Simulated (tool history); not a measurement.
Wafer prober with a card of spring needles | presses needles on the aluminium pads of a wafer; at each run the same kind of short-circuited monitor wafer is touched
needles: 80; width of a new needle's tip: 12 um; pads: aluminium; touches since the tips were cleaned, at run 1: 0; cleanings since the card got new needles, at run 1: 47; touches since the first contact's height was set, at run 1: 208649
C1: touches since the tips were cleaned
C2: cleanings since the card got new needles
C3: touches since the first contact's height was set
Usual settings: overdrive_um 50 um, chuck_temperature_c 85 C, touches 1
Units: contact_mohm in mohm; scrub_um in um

Run 1, day 0: usual settings; C1 0; C2 47; C3 208649. Result: contact_mohm 220 mohm, scrub_um 7.87 um.
Run 2, day 0.454: usual settings; C1 5654; C2 47; C3 214303. Result: contact_mohm 219 mohm, scrub_um 7.91 um.
At day 0.612: height of the first contact set anew.
At day 0.683: tips cleaned on abrasive film.
Run 3, day 1.058: usual settings; C1 4629; C2 48; C3 5447. Result: contact_mohm 219 mohm, scrub_um 7.84 um.
At day 1.317: tips cleaned on abrasive film.
Run 4, day 1.846: usual settings; C1 6543; C2 49; C3 15202. Result: contact_mohm 219 mohm, scrub_um 7.87 um.
At day 1.988: tips cleaned on abrasive film.
Run 5, day 2.212: usual settings; C1 2777; C2 50; C3 19723. Result: contact_mohm 220 mohm, scrub_um 7.85 um.
At day 2.638: tips cleaned on abrasive film.
Run 6, day 2.771: usual settings; C1 1652; C2 51; C3 26616. Result: contact_mohm 220 mohm, scrub_um 7.88 um.
Run 7, day 3.238: usual settings; C1 7458; C2 51; C3 32422. Result: contact_mohm 217 mohm, scrub_um 7.87 um.
At day 3.288: tips cleaned on abrasive film.
At day 3.925: tips cleaned on abrasive film.
Run 8, day 4.038: usual settings; C1 1428; C2 53; C3 42290. Result: contact_mohm 219 mohm, scrub_um 7.79 um.
At day 4.558: tips cleaned on abrasive film.
Run 9, day 4.883: usual settings but overdrive_um 48 um; C1 4039; C2 54; C3 52768. Result: contact_mohm 219 mohm, scrub_um 7.49 um.
At day 5.217: tips cleaned on abrasive film.
Run 10, day 5.538: usual settings but overdrive_um 48 um; C1 4003; C2 55; C3 60833. Result: contact_mohm 223 mohm, scrub_um 7.52 um.
At day 5.883: tips cleaned on abrasive film.
Run 11, day 6.112: usual settings but overdrive_um 48 um, touches 2; C1 2881; C2 56; C3 67962. Result: contact_mohm 219 mohm, scrub_um 7.49 um.
At day 6.529: tips cleaned on abrasive film.
Run 12, day 6.767: usual settings but overdrive_um 48 um, touches 2; C1 2905; C2 57; C3 76001. Result: contact_mohm 222 mohm, scrub_um 7.52 um.
At day 7.2: tips cleaned on abrasive film.
Run 13, day 7.371: usual settings but overdrive_um 48 um, touches 2; C1 2126; C2 58; C3 83472. Result: contact_mohm 218 mohm, scrub_um 7.47 um.
At day 7.85: tips cleaned on abrasive film.
Run 14, day 7.996: usual settings but overdrive_um 48 um, touches 2; C1 1837; C2 59; C3 91228. Result: contact_mohm 221 mohm, scrub_um 7.5 um.
At day 8.508: tips cleaned on abrasive film.
Run 15, day 8.875: usual settings; C1 4606; C2 60; C3 102120. Result: contact_mohm 218 mohm, scrub_um 7.76 um.
At day 9.175: tips cleaned on abrasive film.
Run 16, day 9.525: usual settings; C1 4332; C2 61; C3 110115. Result: contact_mohm 222 mohm, scrub_um 7.8 um.
At day 9.858: tips cleaned on abrasive film.
Run 17, day 10.304: usual settings; C1 5547; C2 62; C3 119776. Result: contact_mohm 216 mohm, scrub_um 7.78 um.
At day 10.512: tips cleaned on abrasive film.
Run 18, day 10.771: usual settings but chuck_temperature_c 32 C; C1 3211; C2 63; C3 125553. Result: contact_mohm 206 mohm, scrub_um 7.77 um.
At day 11.196: tips cleaned on abrasive film.
Run 19, day 11.196: usual settings but overdrive_um 30 um, chuck_temperature_c 40 C; C1 0; C2 64; C3 130763. Result: contact_mohm 220 mohm, scrub_um 4.64 um.
At day 11.862: tips cleaned on abrasive film.
Run 20, day 11.867: usual settings but overdrive_um 37 um, chuck_temperature_c 49 C, touches 2; C1 100; C2 65; C3 139087. Result: contact_mohm 218 mohm, scrub_um 5.71 um.
Run 21, day 12.358: usual settings but overdrive_um 59 um, chuck_temperature_c 125 C, touches 3; C1 6196; C2 65; C3 145183. Result: contact_mohm 226 mohm, scrub_um 9.13 um.
At day 12.508: tips cleaned on abrasive film.
Run 22, day 12.729: usual settings but overdrive_um 59 um, chuck_temperature_c 49 C, touches 3; C1 2720; C2 66; C3 149738. Result: contact_mohm 206 mohm, scrub_um 9.14 um.
At day 13.15: tips cleaned on abrasive film.
Run 23, day 13.3: usual settings but overdrive_um 41 um, chuck_temperature_c 111 C, touches 2; C1 1842; C2 67; C3 156777. Result: contact_mohm 228 mohm, scrub_um 6.36 um.
At day 13.821: tips cleaned on abrasive film.
Run 24, day 13.971: usual settings but overdrive_um 60 um; C1 1860; C2 68; C3 165083. Result: contact_mohm 215 mohm, scrub_um 9.29 um.
At day 14.521: tips cleaned on abrasive film.
Run 25, day 14.575: usual settings but overdrive_um 38 um, chuck_temperature_c 54 C; C1 673; C2 69; C3 172560. Result: contact_mohm 219 mohm, scrub_um 5.89 um.
At day 15.171: tips cleaned on abrasive film.
Run 26, day 15.175: usual settings but overdrive_um 32 um, chuck_temperature_c 74 C, touches 2; C1 18; C2 70; C3 179946. Result: contact_mohm 223 mohm, scrub_um 4.93 um.

Forecast run 27:
Run 27, day 15.683: usual settings but overdrive_um 32 um, chuck_temperature_c 74 C, touches 2; C1 6355; C2 70; C3 186283. Result: contact_mohm ?, scrub_um ?.

Run 27 gave contact_mohm 226 mohm, scrub_um 4.93 um.
Without the tool's hidden state the same run would have given contact_mohm 225 mohm, scrub_um 5.04 um.
